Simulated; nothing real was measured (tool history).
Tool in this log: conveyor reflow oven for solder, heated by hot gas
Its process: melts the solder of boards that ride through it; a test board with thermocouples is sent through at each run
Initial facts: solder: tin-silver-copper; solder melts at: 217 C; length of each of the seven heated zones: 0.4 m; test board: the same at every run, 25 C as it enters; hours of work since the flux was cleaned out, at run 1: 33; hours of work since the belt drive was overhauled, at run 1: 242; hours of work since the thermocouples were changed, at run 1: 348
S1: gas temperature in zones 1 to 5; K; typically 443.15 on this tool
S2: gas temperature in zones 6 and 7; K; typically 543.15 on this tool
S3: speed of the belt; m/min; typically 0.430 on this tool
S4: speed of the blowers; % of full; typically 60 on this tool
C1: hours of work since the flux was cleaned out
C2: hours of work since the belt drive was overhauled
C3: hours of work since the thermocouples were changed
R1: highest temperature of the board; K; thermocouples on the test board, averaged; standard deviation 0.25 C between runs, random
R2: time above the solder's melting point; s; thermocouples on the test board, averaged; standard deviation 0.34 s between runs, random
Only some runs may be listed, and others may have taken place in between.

Run 1, hour 0.0: usual settings; C1 33; C2 242; C3 348. Result: R1 524.65 K, R2 80.5 s.
Run 2, hour 34.5: usual settings but S4 50 % of full; C1 55; C2 263; C3 370. Result: R1 521.35 K, R2 74.9 s.
Run 3, hour 97.0: usual settings but S4 50 % of full; C1 94; C2 303; C3 409. Result: R1 520.45 K, R2 74.3 s.
Run 4, hour 172.9: usual settings but S4 50 % of full; C1 142; C2 350; C3 457. Result: R1 520.65 K, R2 73.9 s.
Run 5, hour 215.5: usual settings but S4 50 % of full; C1 168; C2 377; C3 483. Result: R1 520.25 K, R2 73.5 s.
Run 6, hour 274.7: usual settings but S3 0.404 m/min; C1 206; C2 414; C3 520. Result: R1 524.95 K, R2 86.0 s.
Run 7, hour 350.0: usual settings but S3 0.404 m/min; C1 253; C2 461; C3 568. Result: R1 524.85 K, R2 85.3 s.
At hour 424.6: flux residue cleaned out of gas plates and filters.
Run 8, hour 429.8: usual settings; C1 3; C2 508; C3 614. Result: R1 521.15 K, R2 75.1 s.
Run 9, hour 466.3: usual settings; C1 26; C2 531; C3 637. Result: R1 521.05 K, R2 75.2 s.
Run 10, hour 531.8: usual settings but S3 0.410 m/min; C1 67; C2 572; C3 678. Result: R1 522.05 K, R2 80.7 s.
Run 11, hour 571.5: usual settings but S3 0.410 m/min; C1 92; C2 597; C3 703. Result: R1 521.55 K, R2 80.6 s.
Run 12, hour 629.1: usual settings; C1 128; C2 633; C3 739. Result: R1 519.45 K, R2 73.1 s.
At hour 637.7: thermocouples of zones 6 and 7 changed.
Run 13, hour 670.0: usual settings; C1 153; C2 657; C3 20. Result: R1 519.95 K, R2 73.9 s.
Run 14, hour 717.9: usual settings; C1 183; C2 688; C3 50. Result: R1 519.55 K, R2 73.3 s.
Run 15, hour 762.0: usual settings but S2 536.15 K; C1 210; C2 715; C3 78. Result: R1 513.95 K, R2 64.4 s.
At hour 784.9: flux residue cleaned out of gas plates and filters, once more.
Run 16, hour 809.2: usual settings but S1 436.15 K, S2 550.15 K, S4 76 % of full; C1 15; C2 742; C3 104. Result: R1 534.25 K, R2 88.0 s.
At hour 872.4: belt drive overhauled, speed set with a stopwatch.
Run 17, hour 878.6: usual settings but S1 433.15 K, S2 555.15 K, S3 0.431 m/min, S4 77 % of full; C1 56; C2 4; C3 145. Result: R1 537.45 K, R2 87.7 s.
Run 18, hour 951.1: usual settings but S1 433.15 K, S2 555.15 K, S3 0.431 m/min, S4 77 % of full; C1 102; C2 49; C3 191. Result: R1 536.45 K, R2 86.9 s.
Run 19, hour 984.4: usual settings but S1 433.15 K, S2 555.15 K, S3 0.431 m/min, S4 77 % of full; C1 123; C2 70; C3 212. Result: R1 536.25 K, R2 87.7 s.
Run 20, hour 1039.5: usual settings but S1 433.15 K, S2 540.15 K, S3 0.431 m/min, S4 77 % of full; C1 157; C2 105; C3 246. Result: R1 523.05 K, R2 74.6 s.
Run 21, hour 1103.0: usual settings but S3 0.488 m/min, S4 65 % of full; C1 197; C2 145; C3 286. Result: R1 519.45 K, R2 63.3 s.
Run 22, hour 1140.1: usual settings but S3 0.488 m/min, S4 65 % of full; C1 220; C2 168; C3 309. Result: R1 518.95 K, R2 63.1 s.
Run 23, hour 1189.3: usual settings but S2 546.15 K, S3 0.443 m/min, S4 54 % of full; C1 251; C2 199; C3 340. Result: R1 521.95 K, R2 72.9 s.
At hour 1264.5: flux residue cleaned out of gas plates and filters.
Run 24, hour 1264.5: usual settings but S1 448.15 K, S2 557.15 K, S3 0.424 m/min, S4 58 % of full; C1 0; C2 243; C3 384. Result: R1 537.35 K, R2 96.4 s.
Run 25, hour 1298.7: usual settings but S1 458.15 K, S3 0.453 m/min; C1 21; C2 264; C3 406. Result: R1 525.45 K, R2 84.6 s.
Run 26, hour 1339.5: usual settings but S1 454.15 K, S3 0.490 m/min, S4 76 % of full; C1 47; C2 290; C3 431. Result: R1 525.85 K, R2 75.9 s.
Run 27, hour 1385.7: usual settings but S1 440.15 K, S2 554.15 K, S3 0.404 m/min, S4 57 % of full; C1 76; C2 319; C3 460. Result: R1 533.75 K, R2 93.7 s.
Run 28, hour 1419.2: usual settings but S1 440.15 K, S2 554.15 K, S3 0.422 m/min, S4 57 % of full; C1 97; C2 340; C3 481. Result: R1 532.45 K, R2 87.3 s.
Run 29, hour 1469.5: usual settings but S1 455.15 K, S2 554.15 K, S3 0.449 m/min, S4 51 % of full; C1 128; C2 371; C3 513. Result: R1 530.45 K, R2 87.5 s.
Run 30, hour 1541.1: usual settings but S1 455.15 K, S2 554.15 K, S3 0.449 m/min, S4 51 % of full; C1 173; C2 416; C3 558. Result: R1 529.95 K, R2 86.9 s.

What if the next run were any one of these 4? Each begins from the tool's condition after run 30:
Run A, hour 1610.4: usual settings but S1 429.15 K, S2 553.15 K, S4 78 % of full; C1 217; C2 460; C3 601. Result: R1 ?, R2 ?.
Run B, hour 1610.4: usual settings but S1 455.15 K, S2 554.15 K, S3 0.372 m/min, S4 80 % of full; C1 217; C2 460; C3 601. Result: R1 ?, R2 ?.
Run C, hour 1610.4: usual settings but S1 455.15 K, S2 554.15 K, S3 0.441 m/min, S4 51 % of full; C1 217; C2 460; C3 601. Result: R1 ?, R2 ?.
Run D, hour 1610.4: usual settings but S1 454.15 K, S2 554.15 K, S3 0.449 m/min, S4 51 % of full; C1 217; C2 460; C3 601. Result: R1 ?, R2 ?.

run      R1     R2
  A  532.55   83.5
  B  542.05  118.5
  C  530.45   88.5
  D  529.25   85.8
Had the tool no hidden state, the same runs would have come out as:
run      R1     R2
  A  536.75   87.2
  B  545.25  120.1
  C  533.75   91.5
  D  532.65   88.9

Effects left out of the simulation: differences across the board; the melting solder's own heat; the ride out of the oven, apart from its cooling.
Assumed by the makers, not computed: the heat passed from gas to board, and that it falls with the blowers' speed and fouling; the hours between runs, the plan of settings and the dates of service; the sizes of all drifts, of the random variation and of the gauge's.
